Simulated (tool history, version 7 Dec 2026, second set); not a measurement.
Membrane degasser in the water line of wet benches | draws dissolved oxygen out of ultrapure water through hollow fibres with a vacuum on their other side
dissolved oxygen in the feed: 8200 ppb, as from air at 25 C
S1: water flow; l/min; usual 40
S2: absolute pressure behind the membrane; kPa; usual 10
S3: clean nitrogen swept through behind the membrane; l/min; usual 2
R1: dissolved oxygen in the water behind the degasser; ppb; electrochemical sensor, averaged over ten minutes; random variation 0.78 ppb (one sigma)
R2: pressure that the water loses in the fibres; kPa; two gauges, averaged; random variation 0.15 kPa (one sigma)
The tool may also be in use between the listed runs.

Run 1, hour 0: usual settings. Result: R1 297.6 ppb, R2 33.55 kPa.
Run 2, hour 89.6: usual settings. Result: R1 299 ppb, R2 33.63 kPa.
Run 3, hour 177.1: usual settings. Result: R1 299.2 ppb, R2 33.53 kPa.
Run 4, hour 322.2: usual settings. Result: R1 298.3 ppb, R2 33.54 kPa.
Run 5, hour 507.3: usual settings but S2 13.5 kPa. Result: R1 443.4 ppb, R2 33.48 kPa.
Run 6, hour 613.8: usual settings but S1 57 l/min, S2 13.5 kPa. Result: R1 595.1 ppb, R2 47.97 kPa.
Run 7, hour 690.3: usual settings but S1 57 l/min, S2 13.5 kPa. Result: R1 596.6 ppb, R2 47.46 kPa.
Run 8, hour 815.3: usual settings but S1 57 l/min, S2 13.5 kPa. Result: R1 595.8 ppb, R2 47.37 kPa.
Run 9, hour 917.8: usual settings but S2 9.5 kPa. Result: R1 277 ppb, R2 33.12 kPa.
Run 10, hour 1000.8: usual settings but S2 9.5 kPa. Result: R1 278 ppb, R2 33.68 kPa.
Run 11, hour 1143.1: usual settings but S2 9.5 kPa. Result: R1 278.3 ppb, R2 33.47 kPa.
Run 12, hour 1318.4: usual settings but S2 9.5 kPa. Result: R1 277.7 ppb, R2 33.61 kPa.
Run 13, hour 1408.2: usual settings but S3 2.33 l/min. Result: R1 262.5 ppb, R2 33.01 kPa.
Run 14, hour 1492.1: usual settings but S2 15.4 kPa. Result: R1 520.2 ppb, R2 33.15 kPa.
Run 15, hour 1611: usual settings. Result: R1 299.2 ppb, R2 32.92 kPa.
Run 16, hour 1746: usual settings. Result: R1 299.9 ppb, R2 33.17 kPa.
Run 17, hour 1916.8: usual settings but S1 25 l/min, S3 3.48 l/min. Result: R1 118 ppb, R2 20.68 kPa.
Run 18, hour 2082.1: usual settings but S1 35 l/min, S2 8.7 kPa, S3 0.82 l/min. Result: R1 444.7 ppb, R2 28.99 kPa.
Run 19, hour 2222.5: usual settings but S1 35 l/min, S2 8.7 kPa, S3 0.82 l/min. Result: R1 447.6 ppb, R2 28.95 kPa.
Run 20, hour 2327.5: usual settings but S1 35 l/min, S2 8.7 kPa, S3 0.82 l/min. Result: R1 447.7 ppb, R2 29.15 kPa.
Run 21, hour 2467.2: usual settings but S1 35 l/min, S2 8.7 kPa, S3 0.82 l/min. Result: R1 446.3 ppb, R2 29.02 kPa.
Run 22, hour 2584: usual settings but S1 58 l/min, S3 2.24 l/min. Result: R1 377 ppb, R2 48.3 kPa.
Run 23, hour 2740.8: usual settings but S1 46 l/min, S2 16.3 kPa, S3 2.24 l/min. Result: R1 568.4 ppb, R2 37.72 kPa.
Run 24, hour 2866.2: usual settings but S1 46 l/min, S2 16.3 kPa, S3 2.24 l/min. Result: R1 567.8 ppb, R2 38.04 kPa.
Run 25, hour 2965.6: usual settings but S1 24 l/min, S2 11.3 kPa. Result: R1 222.9 ppb, R2 19.81 kPa.
Run 26, hour 3123.9: usual settings but S1 24 l/min, S2 11.3 kPa. Result: R1 222.8 ppb, R2 19.88 kPa.
Run 27, hour 3289.7: usual settings but S1 26 l/min, S2 11.3 kPa, S3 1.41 l/min. Result: R1 324.8 ppb, R2 21.32 kPa.
Run 28, hour 3457.2: usual settings but S1 50 l/min, S2 15.7 kPa, S3 4.63 l/min. Result: R1 314.9 ppb, R2 41.07 kPa.
Run 29, hour 3641.6: usual settings but S1 50 l/min, S2 15.7 kPa, S3 4.63 l/min. Result: R1 314.9 ppb, R2 41.14 kPa.
Run 30, hour 3748.4: usual settings but S1 26 l/min. Result: R1 202.3 ppb, R2 21.41 kPa.
Run 31, hour 3927.5: usual settings but S1 27 l/min, S2 13.8 kPa, S3 1.47 l/min. Result: R1 420.6 ppb, R2 22.28 kPa.

Measured less the same run without the tool's hidden state. The same run-to-run variation is in both; the gauge's scatter may not be:
The hidden state here: membrane still open, %; true pressure behind the membrane over the reading, kPa; air that leaks in behind the membrane, l/min; drift of the gauge itself on oxygen_ppb, %; drift of the gauge itself on loss_of_pressure_kpa, %.
run     R2
  1  +0.01
  2     +0
  3  -0.03
  4  -0.05
  5  -0.09
  6  -0.15
  7  -0.18
  8  -0.22
  9  -0.17
 10  -0.19
 11  -0.22
 12  -0.25
 13  -0.26
 14  -0.29
 15  -0.31
 16  -0.34
 17  -0.23
 18  -0.35
 19  -0.37
 20   -0.4
 21  -0.41
 22  -0.73
 23  -0.61
 24  -0.64
 25  -0.35
 26  -0.36
 27  -0.41
 28  -0.84
 29  -0.88
 30  -0.48
 31  -0.52
R1: within 0.3 ppb of the measured result in every run.

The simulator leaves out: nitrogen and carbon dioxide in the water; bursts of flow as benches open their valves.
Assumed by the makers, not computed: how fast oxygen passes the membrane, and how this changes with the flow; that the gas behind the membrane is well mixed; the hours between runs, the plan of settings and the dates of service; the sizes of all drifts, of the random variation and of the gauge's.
